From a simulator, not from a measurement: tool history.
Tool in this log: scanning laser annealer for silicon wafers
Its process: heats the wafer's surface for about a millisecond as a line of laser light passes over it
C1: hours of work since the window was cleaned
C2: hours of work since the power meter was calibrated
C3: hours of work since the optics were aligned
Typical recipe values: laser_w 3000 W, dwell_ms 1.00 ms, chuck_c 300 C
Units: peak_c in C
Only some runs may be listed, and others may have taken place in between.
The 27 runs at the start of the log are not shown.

run 28 hour=437.0 | laser_w=2616 dwell_ms=1.00 chuck_c=271 | C1=326 C2=293 C3=476 | peak_c=862
run 29 hour=447.6 | laser_w=2850 dwell_ms=1.12 chuck_c=282 | C1=332 C2=299 C3=482 | peak_c=980
run 30 hour=456.8 | laser_w=3000 dwell_ms=1.00 chuck_c=307 | C1=338 C2=305 C3=488 | peak_c=1016
run 31 hour=469.1 | laser_w=3298 dwell_ms=0.74 chuck_c=315 | C1=346 C2=313 C3=496 | peak_c=999
run 32 hour=480.2 | laser_w=3298 dwell_ms=0.74 chuck_c=315 | C1=353 C2=320 C3=503 | peak_c=996
run 33 hour=499.7 | laser_w=3298 dwell_ms=0.74 chuck_c=315 | C1=365 C2=332 C3=515 | peak_c=991
run 34 hour=517.9 | laser_w=2635 dwell_ms=1.00 chuck_c=265 | C1=376 C2=343 C3=526 | peak_c=860
run 35 hour=528.9 | laser_w=2661 dwell_ms=1.08 chuck_c=279 | C1=383 C2=350 C3=533 | peak_c=905
run 36 hour=541.9 | laser_w=3125 dwell_ms=1.22 chuck_c=293 | C1=391 C2=359 C3=541 | peak_c=1102
run 37 hour=560.8 | laser_w=3125 dwell_ms=1.22 chuck_c=293 | C1=403 C2=370 C3=553 | peak_c=1104
run 38 hour=579.0 | laser_w=3125 dwell_ms=1.22 chuck_c=293 | C1=415 C2=382 C3=565 | peak_c=1104
run 39 hour=590.9 | laser_w=3125 dwell_ms=1.22 chuck_c=293 | C1=422 C2=389 C3=572 | peak_c=1103
-- hour=603.9 window over the wafer cleaned
run 40 hour=611.4 | laser_w=3125 dwell_ms=1.22 chuck_c=293 | C1=5 C2=401 C3=584 | peak_c=1122

Forecast each of these 3 alternatives for the next run:
run A hour=620.2 | laser_w=3125 dwell_ms=0.71 chuck_c=293 | C1=10 C2=406 C3=589 | peak_c=?
run B hour=620.2 | laser_w=3239 dwell_ms=1.00 chuck_c=281 | C1=10 C2=406 C3=589 | peak_c=?
run C hour=620.2 | laser_w=3045 dwell_ms=1.01 chuck_c=303 | C1=10 C2=406 C3=589 | peak_c=?

run=A peak_c=929
run=B peak_c=1069
run=C peak_c=1034
Without the tool's hidden state the same runs would have given:
run=A peak_c=939
run=B peak_c=1081
run=C peak_c=1045

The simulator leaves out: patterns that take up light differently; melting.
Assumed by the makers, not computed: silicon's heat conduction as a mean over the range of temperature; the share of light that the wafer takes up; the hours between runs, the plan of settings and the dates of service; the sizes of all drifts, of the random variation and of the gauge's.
